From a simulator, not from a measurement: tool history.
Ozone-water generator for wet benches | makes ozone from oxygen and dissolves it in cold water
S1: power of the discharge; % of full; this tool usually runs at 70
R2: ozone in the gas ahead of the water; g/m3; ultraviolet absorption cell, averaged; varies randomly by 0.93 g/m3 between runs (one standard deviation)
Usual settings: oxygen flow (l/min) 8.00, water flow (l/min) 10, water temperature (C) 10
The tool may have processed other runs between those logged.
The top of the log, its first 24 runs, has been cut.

run 25 hour=894.9 | S1=68 oxygen_flow_(l/min)=5.98 water_flow_(l/min)=8 water_temperature_(C)=8 | dissolved_ozone_(ppm)=34.3 R2=180.9
run 26 hour=927.2 | S1=68 oxygen_flow_(l/min)=5.98 water_flow_(l/min)=12 water_temperature_(C)=8 | dissolved_ozone_(ppm)=24.5 R2=180.5
run 27 hour=960.8 | S1=82 oxygen_flow_(l/min)=4.07 water_flow_(l/min)=13 water_temperature_(C)=5 | dissolved_ozone_(ppm)=25.8 R2=246.7
run 28 hour=997.1 | S1=82 oxygen_flow_(l/min)=4.07 water_flow_(l/min)=13 water_temperature_(C)=5 | dissolved_ozone_(ppm)=25.7 R2=245.0
run 29 hour=1024.9 | S1=40 oxygen_flow_(l/min)=4.30 water_flow_(l/min)=10 water_temperature_(C)=16 | dissolved_ozone_(ppm)=19.5 R2=162.2
run 30 hour=1063.5 | S1=40 oxygen_flow_(l/min)=7.53 water_flow_(l/min)=7 water_temperature_(C)=10 | dissolved_ozone_(ppm)=25.9 R2=121.0
run 31 hour=1087.3 | S1=50 oxygen_flow_(l/min)=5.93 water_flow_(l/min)=10 water_temperature_(C)=9 | dissolved_ozone_(ppm)=24.2 R2=154.3
run 32 hour=1112.4 | S1=49 oxygen_flow_(l/min)=8.00 water_flow_(l/min)=11 water_temperature_(C)=10 | dissolved_ozone_(ppm)=20.5 R2=130.9
run 33 hour=1136.8 | S1=49 oxygen_flow_(l/min)=8.00 water_flow_(l/min)=11 water_temperature_(C)=10 | dissolved_ozone_(ppm)=20.5 R2=130.9

Each row is a separate what-if for the run after 33, all from the same tool condition, not one after another. Results?
run A hour=1161.7 | S1=41 oxygen_flow_(l/min)=8.00 water_flow_(l/min)=15 water_temperature_(C)=10 | dissolved_ozone_(ppm)=? R2=?
run B hour=1161.7 | S1=91 oxygen_flow_(l/min)=8.00 water_flow_(l/min)=12 water_temperature_(C)=9 | dissolved_ozone_(ppm)=? R2=?
run C hour=1161.7 | S1=49 oxygen_flow_(l/min)=8.00 water_flow_(l/min)=11 water_temperature_(C)=10 | dissolved_ozone_(ppm)=? R2=?
run D hour=1161.7 | S1=70 oxygen_flow_(l/min)=5.51 water_flow_(l/min)=10 water_temperature_(C)=10 | dissolved_ozone_(ppm)=? R2=?

run=A dissolved_ozone_(ppm)=14.2 R2=119.0
run=B dissolved_ozone_(ppm)=27.1 R2=184.0
run=C dissolved_ozone_(ppm)=20.6 R2=129.7
run=D dissolved_ozone_(ppm)=28.7 R2=194.4
The same runs, with their run-to-run variation unchanged, on a tool lacking any hidden condition would have given:
run=A dissolved_ozone_(ppm)=14.2 R2=117.7
run=B dissolved_ozone_(ppm)=27.1 R2=182.1
run=C dissolved_ozone_(ppm)=20.6 R2=128.3
run=D dissolved_ozone_(ppm)=28.7 R2=192.4

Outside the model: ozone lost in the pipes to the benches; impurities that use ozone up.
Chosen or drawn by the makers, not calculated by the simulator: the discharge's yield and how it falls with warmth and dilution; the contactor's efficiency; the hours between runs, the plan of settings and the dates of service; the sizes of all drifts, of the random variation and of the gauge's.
